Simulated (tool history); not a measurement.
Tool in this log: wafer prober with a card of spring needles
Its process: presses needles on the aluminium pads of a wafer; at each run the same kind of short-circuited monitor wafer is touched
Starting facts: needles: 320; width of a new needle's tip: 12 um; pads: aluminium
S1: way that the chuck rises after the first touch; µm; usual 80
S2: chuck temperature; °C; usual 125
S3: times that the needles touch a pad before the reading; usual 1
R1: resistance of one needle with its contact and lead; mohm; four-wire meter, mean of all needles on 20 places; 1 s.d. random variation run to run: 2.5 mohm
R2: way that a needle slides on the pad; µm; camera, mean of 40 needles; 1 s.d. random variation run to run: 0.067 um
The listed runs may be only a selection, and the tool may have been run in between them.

{"run": 1, "day": 0.0, "S1": 80, "S2": 125, "S3": 1, "R1": 359, "R2": 16.24}
{"day": 0.1, "done": "tips cleaned on abrasive film"}
{"day": 0.346, "done": "tips cleaned on abrasive film"}
{"day": 0.588, "done": "tips cleaned on abrasive film"}
{"day": 0.833, "done": "tips cleaned on abrasive film"}
{"day": 1.075, "done": "tips cleaned on abrasive film"}
{"day": 1.271, "done": "tips cleaned on abrasive film"}
{"day": 1.517, "done": "tips cleaned on abrasive film"}
{"run": 2, "day": 1.579, "S1": 80, "S2": 125, "S3": 1, "R1": 337, "R2": 15.92}
{"day": 1.725, "done": "tips cleaned on abrasive film"}
{"day": 1.971, "done": "tips cleaned on abrasive film"}
{"day": 2.167, "done": "tips cleaned on abrasive film"}
{"day": 2.408, "done": "tips cleaned on abrasive film"}
{"run": 3, "day": 2.571, "S1": 80, "S2": 43, "S3": 1, "R1": 378, "R2": 16.05}
{"day": 2.621, "done": "tips cleaned on abrasive film"}
{"day": 2.867, "done": "tips cleaned on abrasive film"}
{"day": 3.062, "done": "tips cleaned on abrasive film"}
{"day": 3.308, "done": "tips cleaned on abrasive film"}
{"day": 3.55, "done": "tips cleaned on abrasive film"}
{"day": 3.796, "done": "tips cleaned on abrasive film"}
{"day": 4.296, "done": "card fitted with new needles"}
{"day": 4.538, "done": "tips cleaned on abrasive film"}
{"run": 4, "day": 4.7, "S1": 80, "S2": 43, "S3": 1, "R1": 314, "R2": 16.12}
{"day": 4.75, "done": "tips cleaned on abrasive film"}
{"day": 4.996, "done": "tips cleaned on abrasive film"}
{"day": 5.238, "done": "tips cleaned on abrasive film"}
{"day": 5.433, "done": "tips cleaned on abrasive film"}
{"day": 5.679, "done": "tips cleaned on abrasive film"}
{"day": 5.921, "done": "tips cleaned on abrasive film"}
{"day": 6.167, "done": "tips cleaned on abrasive film"}
{"day": 6.412, "done": "tips cleaned on abrasive film"}
{"run": 5, "day": 6.538, "S1": 80, "S2": 43, "S3": 1, "R1": 305, "R2": 16.05}
{"day": 6.638, "done": "tips cleaned on abrasive film"}
{"day": 6.833, "done": "tips cleaned on abrasive film"}
{"day": 7.079, "done": "tips cleaned on abrasive film"}
{"day": 7.325, "done": "tips cleaned on abrasive film"}
{"day": 7.521, "done": "tips cleaned on abrasive film"}
{"day": 7.762, "done": "tips cleaned on abrasive film"}
{"day": 7.988, "done": "tips cleaned on abrasive film"}
{"run": 6, "day": 7.988, "S1": 80, "S2": 43, "S3": 1, "R1": 275, "R2": 15.91}
{"day": 8.229, "done": "tips cleaned on abrasive film"}
{"day": 8.475, "done": "tips cleaned on abrasive film"}
{"day": 8.717, "done": "tips cleaned on abrasive film"}
{"run": 7, "day": 8.9, "S1": 80, "S2": 46, "S3": 2, "R1": 306, "R2": 15.99}
{"day": 8.954, "done": "tips cleaned on abrasive film"}
{"day": 9.2, "done": "tips cleaned on abrasive film"}
{"day": 9.396, "done": "tips cleaned on abrasive film"}
{"day": 9.638, "done": "tips cleaned on abrasive film"}
{"day": 9.883, "done": "tips cleaned on abrasive film"}
{"day": 10.125, "done": "tips cleaned on abrasive film"}
{"day": 10.371, "done": "tips cleaned on abrasive film"}
{"day": 10.567, "done": "tips cleaned on abrasive film"}
{"day": 10.812, "done": "tips cleaned on abrasive film"}
{"run": 8, "day": 10.962, "S1": 80, "S2": 46, "S3": 2, "R1": 298, "R2": 15.76}
{"day": 11.017, "done": "tips cleaned on abrasive film"}
{"day": 11.258, "done": "tips cleaned on abrasive film"}
{"day": 11.504, "done": "tips cleaned on abrasive film"}
{"day": 11.612, "done": "height of the first contact set anew"}
{"day": 11.758, "done": "tips cleaned on abrasive film"}
{"day": 11.954, "done": "tips cleaned on abrasive film"}
{"run": 9, "day": 12.096, "S1": 65, "S2": 101, "S3": 1, "R1": 350, "R2": 13.22}
{"day": 12.196, "done": "tips cleaned on abrasive film"}
{"day": 12.438, "done": "tips cleaned on abrasive film"}
{"day": 12.683, "done": "tips cleaned on abrasive film"}
{"day": 12.925, "done": "tips cleaned on abrasive film"}
{"day": 13.171, "done": "tips cleaned on abrasive film"}
{"day": 13.412, "done": "tips cleaned on abrasive film"}
{"day": 13.658, "done": "tips cleaned on abrasive film"}
{"day": 13.854, "done": "tips cleaned on abrasive film"}
{"day": 14.1, "done": "tips cleaned on abrasive film"}
{"day": 14.296, "done": "tips cleaned on abrasive film"}
{"run": 10, "day": 14.296, "S1": 65, "S2": 101, "S3": 1, "R1": 286, "R2": 12.97}
{"day": 14.492, "done": "tips cleaned on abrasive film"}
{"day": 14.738, "done": "tips cleaned on abrasive film"}
{"day": 14.983, "done": "tips cleaned on abrasive film"}
{"day": 15.225, "done": "tips cleaned on abrasive film"}
{"day": 15.421, "done": "tips cleaned on abrasive film"}
{"run": 11, "day": 15.471, "S1": 65, "S2": 101, "S3": 1, "R1": 315, "R2": 12.93}

Each row is a separate what-if for the run after 11, all from the same tool condition, not one after another. Results?
{"day": 15.621, "done": "tips cleaned on abrasive film"}
{"day": 15.867, "done": "tips cleaned on abrasive film"}
{"day": 16.062, "done": "tips cleaned on abrasive film"}
{"day": 16.258, "done": "tips cleaned on abrasive film"}
{"day": 16.5, "done": "tips cleaned on abrasive film"}
{"day": 16.746, "done": "tips cleaned on abrasive film"}
{"day": 16.962, "done": "tips cleaned on abrasive film"}
{"run": "A", "day": 16.962, "S1": 67, "S2": 31, "S3": 1, "R1": "?", "R2": "?"}
{"day": 15.621, "done": "tips cleaned on abrasive film"}
{"day": 15.867, "done": "tips cleaned on abrasive film"}
{"day": 16.062, "done": "tips cleaned on abrasive film"}
{"day": 16.258, "done": "tips cleaned on abrasive film"}
{"day": 16.5, "done": "tips cleaned on abrasive film"}
{"day": 16.746, "done": "tips cleaned on abrasive film"}
{"day": 16.962, "done": "tips cleaned on abrasive film"}
{"run": "B", "day": 16.962, "S1": 70, "S2": 93, "S3": 1, "R1": "?", "R2": "?"}
{"day": 15.621, "done": "tips cleaned on abrasive film"}
{"day": 15.867, "done": "tips cleaned on abrasive film"}
{"day": 16.062, "done": "tips cleaned on abrasive film"}
{"day": 16.258, "done": "tips cleaned on abrasive film"}
{"day": 16.5, "done": "tips cleaned on abrasive film"}
{"day": 16.746, "done": "tips cleaned on abrasive film"}
{"day": 16.962, "done": "tips cleaned on abrasive film"}
{"run": "C", "day": 16.962, "S1": 75, "S2": 38, "S3": 1, "R1": "?", "R2": "?"}

run=A R1=273 R2=13.11
run=B R1=291 R2=13.76
run=C R1=272 R2=14.75
With no hidden state in the tool, these same runs would have given:
run=A R1=260 R2=13.47
run=B R1=280 R2=14.13
run=C R1=262 R2=15.12
